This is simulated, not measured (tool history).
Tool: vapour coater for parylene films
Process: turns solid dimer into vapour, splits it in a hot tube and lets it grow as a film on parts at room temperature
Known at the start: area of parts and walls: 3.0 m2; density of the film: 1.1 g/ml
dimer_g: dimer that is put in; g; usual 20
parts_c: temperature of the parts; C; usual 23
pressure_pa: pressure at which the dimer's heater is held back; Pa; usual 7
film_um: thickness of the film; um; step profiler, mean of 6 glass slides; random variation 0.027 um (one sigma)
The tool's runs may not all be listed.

run 1 day=0 | dimer_g=20 parts_c=23 pressure_pa=7 | film_um=4.41
run 2 day=0.392 | dimer_g=20 parts_c=23 pressure_pa=7 | film_um=4.42
run 3 day=0.833 | dimer_g=20 parts_c=23 pressure_pa=7 | film_um=4.44
run 4 day=1.421 | dimer_g=20 parts_c=23 pressure_pa=7 | film_um=4.38
run 5 day=1.692 | dimer_g=20 parts_c=23 pressure_pa=7 | film_um=4.43
run 6 day=2.258 | dimer_g=20 parts_c=31 pressure_pa=7 | film_um=3.03
run 7 day=2.608 | dimer_g=20 parts_c=31 pressure_pa=7 | film_um=3.08
run 8 day=3.171 | dimer_g=20 parts_c=31 pressure_pa=7 | film_um=3.06
run 9 day=3.662 | dimer_g=20 parts_c=31 pressure_pa=7 | film_um=3.07
run 10 day=4.15 | dimer_g=20 parts_c=31 pressure_pa=7 | film_um=3.07
run 11 day=4.696 | dimer_g=20 parts_c=31 pressure_pa=3.31 | film_um=3.67
run 12 day=5.342 | dimer_g=20 parts_c=31 pressure_pa=3.31 | film_um=3.71
run 13 day=5.617 | dimer_g=20 parts_c=23 pressure_pa=7 | film_um=4.36
run 14 day=6.025 | dimer_g=20 parts_c=23 pressure_pa=7 | film_um=4.41
run 15 day=6.621 | dimer_g=20 parts_c=23 pressure_pa=7 | film_um=4.42
run 16 day=7.142 | dimer_g=20 parts_c=23 pressure_pa=7 | film_um=4.43
run 17 day=7.746 | dimer_g=20 parts_c=18 pressure_pa=2.3 | film_um=5.99
run 18 day=8.175 | dimer_g=14 parts_c=18 pressure_pa=2.3 | film_um=4.17
run 19 day=8.558 | dimer_g=17 parts_c=17 pressure_pa=2.12 | film_um=5.05
run 20 day=9.192 | dimer_g=17 parts_c=17 pressure_pa=2.12 | film_um=5.05
run 21 day=9.475 | dimer_g=20 parts_c=26 pressure_pa=7 | film_um=3.84
run 22 day=9.933 | dimer_g=14 parts_c=18 pressure_pa=9.05 | film_um=3.64
run 23 day=10.408 | dimer_g=14 parts_c=18 pressure_pa=9.05 | film_um=3.64
run 24 day=10.992 | dimer_g=25 parts_c=26 pressure_pa=2.41 | film_um=6.17
run 25 day=11.379 | dimer_g=25 parts_c=26 pressure_pa=2.41 | film_um=6.21
run 26 day=11.992 | dimer_g=20 parts_c=32 pressure_pa=7 | film_um=2.89
run 27 day=12.417 | dimer_g=20 parts_c=32 pressure_pa=7 | film_um=2.95
run 28 day=12.85 | dimer_g=24 parts_c=24 pressure_pa=3.58 | film_um=5.89
run 29 day=13.133 | dimer_g=24 parts_c=24 pressure_pa=3.58 | film_um=5.97
run 30 day=13.742 | dimer_g=24 parts_c=24 pressure_pa=3.58 | film_um=5.98
run 31 day=14.025 | dimer_g=10 parts_c=23 pressure_pa=7 | film_um=2.21

3 ways to go on from here, each from the tool as it stands after run 31. What would each give?
run A day=14.617 | dimer_g=15 parts_c=22 pressure_pa=2.15 | film_um=?
run B day=14.617 | dimer_g=11 parts_c=15 pressure_pa=3.11 | film_um=?
run C day=14.617 | dimer_g=20 parts_c=23 pressure_pa=2.79 | film_um=?

run=A film_um=4.46
run=B film_um=3.27
run=C film_um=5.46
Without the tool's hidden state the same runs would have given:
run=A film_um=4.46
run=B film_um=3.28
run=C film_um=5.47
